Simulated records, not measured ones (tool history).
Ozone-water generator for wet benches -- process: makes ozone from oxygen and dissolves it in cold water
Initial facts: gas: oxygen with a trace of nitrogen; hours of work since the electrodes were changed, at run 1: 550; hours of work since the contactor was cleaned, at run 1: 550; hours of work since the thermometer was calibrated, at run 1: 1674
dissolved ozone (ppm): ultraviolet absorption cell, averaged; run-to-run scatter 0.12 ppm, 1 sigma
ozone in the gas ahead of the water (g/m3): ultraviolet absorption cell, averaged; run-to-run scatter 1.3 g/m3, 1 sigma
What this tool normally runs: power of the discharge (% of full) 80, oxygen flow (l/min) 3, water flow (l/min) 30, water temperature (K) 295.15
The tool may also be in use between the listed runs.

run,day,power of the discharge (% of full),oxygen flow (l/min),water flow (l/min),water temperature (K),hours of work since the electrodes were changed,hours of work since the contactor was cleaned,hours of work since the thermometer was calibrated,dissolved ozone (ppm),ozone in the gas ahead of the water (g/m3)
1,0,80,3,30,295.15,550,550,1674,10.9,228.9
2,2.188,80,3,30,295.15,598,598,1721,11,230
3,4.454,80,3,30,294.15,647,647,1770,11.1,228.1
4,5.696,80,3,30,294.15,674,674,1797,11.2,228.4
5,7.85,80,3,30,294.15,720,720,1844,10.7,229.4
6,9.371,72,3,30,294.15,753,753,1876,10,208.9
7,12.121,80,3.91,30,295.15,813,813,1936,11.6,200.1
8,14.242,80,3.91,30,295.15,859,859,1982,11.5,199.7
9,16.492,80,2.85,33,295.15,907,907,2031,9.7,231.8
10,18.775,80,3,30,290.15,957,957,2080,11.1,225.3
11,21.162,84,2.41,32,303.15,1008,1008,2132,9.3,262.4
12,23.196,45,1.77,30,295.15,1052,1052,2176,5.6,176.5
13,25.779,62,1.81,38,295.15,1108,1108,2232,5.9,229.7
14,28.288,62,1.81,44,291.15,1163,1163,2286,5.1,231.1

Subtracting, for every run, the result it would have given without the tool's unlogged condition from the measured result gives the following. The same run-to-run variation enters both numbers; the gauge's scatter may not:
The tool's hidden condition here consists of: yield of the discharge, % of new electrodes'; contactor's efficiency, % of a clean one's; true water temperature over the reading, C; drift of the gauge itself on ozone_ppm, %; drift of the gauge itself on gas_g_m3, %.
run,dissolved ozone (ppm),ozone in the gas ahead of the water (g/m3)
1,-0.3,-3.8
2,-0.3,-4.2
3,-0.3,-4.4
4,-0.3,-4.6
5,-0.4,-4.9
6,-0.3,-4.2
7,-0.4,-4.8
8,-0.4,-5
9,-0.3,-6
10,-0.4,-6.2
11,-0.4,-7.8
12,-0.2,-2.9
13,-0.2,-5.8
14,-0.2,-6.1
